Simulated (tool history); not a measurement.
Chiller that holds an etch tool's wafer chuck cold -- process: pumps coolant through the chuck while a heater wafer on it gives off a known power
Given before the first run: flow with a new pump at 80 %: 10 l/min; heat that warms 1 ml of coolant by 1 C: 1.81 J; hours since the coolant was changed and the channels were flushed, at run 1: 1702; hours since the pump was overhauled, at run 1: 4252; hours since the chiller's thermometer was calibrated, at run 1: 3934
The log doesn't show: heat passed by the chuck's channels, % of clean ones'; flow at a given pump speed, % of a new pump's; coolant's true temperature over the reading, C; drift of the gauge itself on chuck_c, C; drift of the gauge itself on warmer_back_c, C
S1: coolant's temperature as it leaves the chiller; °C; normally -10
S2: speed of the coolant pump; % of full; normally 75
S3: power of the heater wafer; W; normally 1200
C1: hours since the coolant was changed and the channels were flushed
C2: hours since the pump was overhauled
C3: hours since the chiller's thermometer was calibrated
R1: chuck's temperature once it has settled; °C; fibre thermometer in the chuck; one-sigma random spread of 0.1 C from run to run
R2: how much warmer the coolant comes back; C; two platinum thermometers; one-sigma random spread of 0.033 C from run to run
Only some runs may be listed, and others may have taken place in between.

run,day,S1,S2,S3,C1,C2,C3,R1,R2
1,0.000,-10,75,1200,1702,4252,3934,5.3,4.27
# day 6.350: coolant pump overhauled
2,6.350,-10,75,1200,1849,0,4081,5.2,4.21
3,10.596,-6,75,1200,1951,102,4183,9.3,4.34
4,17.054,-6,75,1200,2106,257,4338,9.1,4.26
5,23.696,-10,75,1200,2266,416,4497,5.3,4.25
6,29.250,-10,75,1200,2399,550,4631,5.3,4.29
# day 31.650: chiller's thermometer calibrated
7,34.554,-10,75,1200,2525,676,70,5.4,4.31
8,39.804,-10,75,1200,2651,802,196,5.2,4.25
9,47.033,-10,75,1200,2825,975,369,5.3,4.22
10,54.617,-10,75,1200,3007,1157,551,5.3,4.23
11,59.267,-10,75,1200,3118,1269,663,5.5,4.23
12,63.038,-11,75,1200,3209,1359,753,4.4,4.27
13,66.358,-11,75,1200,3289,1439,833,4.3,4.23
14,70.588,-10,86,1200,3390,1541,934,4.2,3.70
# day 71.933: coolant changed, channels flushed
15,76.633,-10,86,1200,113,1680,1074,4.3,3.68
16,84.421,-10,77,1200,300,1867,1260,5.0,4.10
17,87.783,-10,77,1200,380,1947,1341,5.1,4.11
18,93.850,-1,73,1125,526,2093,1487,13.6,4.09
19,97.950,-1,73,1125,624,2191,1585,13.5,4.11
20,101.975,-1,89,1044,721,2288,1682,11.0,3.06
21,106.883,-4,99,1044,839,2406,1800,7.6,2.75
22,111.821,-4,99,1044,957,2524,1918,7.3,2.74
23,118.721,-12,76,633,1123,2690,2084,-4.0,2.24
24,126.192,-13,71,1620,1302,2869,2263,8.2,6.13
25,129.938,-5,98,1048,1392,2959,2353,6.7,2.83
26,136.950,-1,98,693,1560,3127,2521,6.6,1.89
27,141.675,-1,98,693,1674,3241,2635,6.8,1.88
28,148.046,-1,75,745,1827,3394,2787,8.5,2.67
29,152.696,-17,78,1017,1938,3505,2899,-4.3,3.48
30,156.133,-17,78,1017,2021,3588,2982,-4.2,3.45
31,162.467,-19,62,1200,2173,3740,3134,-2.0,5.10

Branching from run 31: 4 alternative next runs. What would each branch give?
A,170.046,-9,64,1222,2355,3922,3315,?,?
B,170.046,-10,66,1200,2355,3922,3315,?,?
C,170.046,-15,64,1200,2355,3922,3315,?,?
D,170.046,-9,99,1328,2355,3922,3315,?,?

run,R1,R2
A,7.9,5.18
B,6.5,4.88
C,1.7,5.05
D,5.7,3.53
Without the tool's hidden state the same runs would have given:
run,R1,R2
A,7.8,5.17
B,6.4,4.87
C,1.6,5.04
D,5.7,3.52

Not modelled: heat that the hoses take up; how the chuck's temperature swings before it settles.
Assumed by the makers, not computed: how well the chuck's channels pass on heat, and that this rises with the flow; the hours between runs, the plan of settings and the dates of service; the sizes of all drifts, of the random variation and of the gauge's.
